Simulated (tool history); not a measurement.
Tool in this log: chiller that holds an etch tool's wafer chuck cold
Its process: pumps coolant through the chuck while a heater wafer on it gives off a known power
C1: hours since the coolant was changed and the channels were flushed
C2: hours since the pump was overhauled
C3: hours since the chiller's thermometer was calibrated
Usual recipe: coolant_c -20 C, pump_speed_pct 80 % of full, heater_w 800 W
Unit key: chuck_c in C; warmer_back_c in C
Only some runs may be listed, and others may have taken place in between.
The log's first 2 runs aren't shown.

-- day=1.688 chiller's thermometer calibrated
run 3 day=2.167 | coolant_c=-20 pump_speed_pct=80 heater_w=640 | C1=5766 C2=870 C3=12 | chuck_c=-14.98 warmer_back_c=2.15
-- day=2.592 coolant changed, channels flushed
run 4 day=3.258 | coolant_c=-20 pump_speed_pct=78 heater_w=800 | C1=16 C2=891 C3=32 | chuck_c=-13.74 warmer_back_c=2.77
run 5 day=4.238 | coolant_c=-20 pump_speed_pct=78 heater_w=800 | C1=40 C2=914 C3=55 | chuck_c=-13.95 warmer_back_c=2.76
run 6 day=5.421 | coolant_c=-20 pump_speed_pct=96 heater_w=800 | C1=68 C2=942 C3=84 | chuck_c=-14.68 warmer_back_c=2.09
run 7 day=6.142 | coolant_c=-20 pump_speed_pct=80 heater_w=800 | C1=85 C2=960 C3=101 | chuck_c=-14.05 warmer_back_c=2.59
run 8 day=7.454 | coolant_c=-20 pump_speed_pct=80 heater_w=406 | C1=117 C2=991 C3=132 | chuck_c=-16.94 warmer_back_c=1.17
run 9 day=8.004 | coolant_c=-20 pump_speed_pct=80 heater_w=406 | C1=130 C2=1004 C3=146 | chuck_c=-16.94 warmer_back_c=1.16
run 10 day=9.05 | coolant_c=-20 pump_speed_pct=65 heater_w=800 | C1=155 C2=1030 C3=171 | chuck_c=-12.95 warmer_back_c=3.24
run 11 day=9.671 | coolant_c=-22 pump_speed_pct=80 heater_w=800 | C1=170 C2=1044 C3=186 | chuck_c=-16.12 warmer_back_c=2.46
run 12 day=10.675 | coolant_c=-22 pump_speed_pct=80 heater_w=800 | C1=194 C2=1069 C3=210 | chuck_c=-15.93 warmer_back_c=2.46
run 13 day=11.729 | coolant_c=-22 pump_speed_pct=80 heater_w=800 | C1=219 C2=1094 C3=235 | chuck_c=-15.99 warmer_back_c=2.42
-- day=12.329 gauge calibrated
run 14 day=12.933 | coolant_c=-20 pump_speed_pct=61 heater_w=800 | C1=248 C2=1123 C3=264 | chuck_c=-12.81 warmer_back_c=3.78
run 15 day=14.079 | coolant_c=-20 pump_speed_pct=96 heater_w=800 | C1=276 C2=1150 C3=291 | chuck_c=-14.73 warmer_back_c=2.21
run 16 day=15.012 | coolant_c=-20 pump_speed_pct=96 heater_w=800 | C1=298 C2=1173 C3=314 | chuck_c=-14.96 warmer_back_c=2.21
run 17 day=15.625 | coolant_c=-28 pump_speed_pct=80 heater_w=968 | C1=313 C2=1187 C3=329 | chuck_c=-20.66 warmer_back_c=3.21
run 18 day=16.429 | coolant_c=-28 pump_speed_pct=80 heater_w=968 | C1=332 C2=1207 C3=348 | chuck_c=-20.65 warmer_back_c=3.21
run 19 day=17.354 | coolant_c=-14 pump_speed_pct=73 heater_w=832 | C1=354 C2=1229 C3=370 | chuck_c=-7.37 warmer_back_c=3.06

Expected results for the next run?
run 20 day=18.417 | coolant_c=-27 pump_speed_pct=80 heater_w=474 | C1=380 C2=1254 C3=396 | chuck_c=? warmer_back_c=?

chuck_c: -23.47 C
warmer_back_c: 1.42 C
Without the tool's hidden state the same run would have given chuck_c -23.47 C, warmer_back_c 1.62 C.
